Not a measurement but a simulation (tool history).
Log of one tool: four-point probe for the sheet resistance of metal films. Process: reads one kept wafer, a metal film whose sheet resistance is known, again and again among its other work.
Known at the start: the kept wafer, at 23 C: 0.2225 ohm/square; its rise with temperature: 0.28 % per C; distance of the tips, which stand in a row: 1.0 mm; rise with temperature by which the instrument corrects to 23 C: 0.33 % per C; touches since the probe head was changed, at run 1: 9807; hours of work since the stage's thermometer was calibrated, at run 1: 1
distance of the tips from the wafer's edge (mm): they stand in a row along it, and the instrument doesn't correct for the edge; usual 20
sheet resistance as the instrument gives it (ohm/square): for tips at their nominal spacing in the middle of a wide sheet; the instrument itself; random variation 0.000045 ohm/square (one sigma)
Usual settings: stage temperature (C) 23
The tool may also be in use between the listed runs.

run    hour  stage temperature (C)  distance of the tips from the wafer's edge (mm)  touches since the probe head was changed  hours of work since the stage's thermometer was calibrated  sheet resistance as the instrument gives it (ohm/square)
  1     0.0                     23                                               20                                      9807                                                           1                                                  0.223187
  2    22.0                     23                                               20                                     10985                                                          15                                                  0.223210
  3    54.1                     23                                               20                                     12705                                                          36                                                  0.223119
  4    97.4                     23                                               20                                     15023                                                          64                                                  0.223347
  5   116.0                     23                                               20                                     16020                                                          76                                                  0.223181
  6   141.1                     23                                               20                                     17365                                                          92                                                  0.223163
  7   168.8                     23                                               20                                     18850                                                         110                                                  0.223270
  8   209.8                     23                                               20                                     21046                                                         136                                                  0.223303
  9   249.4                     23                                               20                                     23171                                                         162                                                  0.223294
 10   274.5                     23                                               20                                     24514                                                         178                                                  0.223432
 11   295.2                     23                                               20                                     25622                                                         191                                                  0.223447
 12   313.4                     23                                               20                                     26597                                                         203                                                  0.223393
 13   339.5                     23                                               20                                     27997                                                         219                                                  0.223463
 14   362.0                     23                                               20                                     29200                                                         234                                                  0.223420
 15   382.3                     23                                               20                                     30290                                                         247                                                  0.223464
 16   403.3                     23                                               20                                     31416                                                         260                                                  0.223473
 17   441.4                     23                                               20                                     33454                                                         285                                                  0.223568
 18   474.5                     23                                                6                                     35228                                                         306                                                  0.226506
 19   504.0                     23                                                6                                     36810                                                         325                                                  0.226639
 20   543.0                     23                                                6                                     38899                                                         350                                                  0.226545
 21   584.6                     23                                                6                                     41130                                                         377                                                  0.226622
 22   604.1                     23                                                6                                     42175                                                         389                                                  0.226689
 23   641.4                     23                                                6                                     44171                                                         413                                                  0.226684
 24   678.9                     30                                                6                                     46183                                                         437                                                  0.226040
 25   704.4                     35                                               59                                     47549                                                         454                                                  0.222286
 26   736.8                     27                                               32                                     49281                                                         475                                                  0.223181
 27   754.9                     27                                               32                                     50255                                                         486                                                  0.223207
 28   793.2                     19                                               47                                     52306                                                         511                                                  0.223937
 29   828.6                     30                                                6                                     54203                                                         534                                                  0.226143
 30   867.4                     30                                                6                                     56282                                                         559                                                  0.226157
 31   912.2                     30                                                5                                     58678                                                         587                                                  0.227606
 32   953.6                     30                                                5                                     60898                                                         614                                                  0.227645
 33   977.3                     30                                                5                                     62168                                                         629                                                  0.227768
 34   995.5                     28                                                5                                     63142                                                         641                                                  0.227977
 35  1034.7                     28                                                5                                     65245                                                         666                                                  0.227911
 36  1054.5                     33                                               14                                     66303                                                         679                                                  0.223404
 37  1098.5                     27                                               15                                     68660                                                         707                                                  0.223968

Forecast each of these 3 alternatives for the next run:
  A  1122.3                     20                                               28                                     69939                                                         722                                                         ?
  B  1122.3                     21                                                9                                     69939                                                         722                                                         ?
  C  1122.3                     24                                               20                                     69939                                                         722                                                         ?

run  sheet resistance as the instrument gives it (ohm/square)
  A                                                  0.224361
  B                                                  0.225484
  C                                                  0.224041
Without the tool's hidden state the same runs would have given:
run  sheet resistance as the instrument gives it (ohm/square)
  A                                                  0.223015
  B                                                  0.224133
  C                                                  0.222698
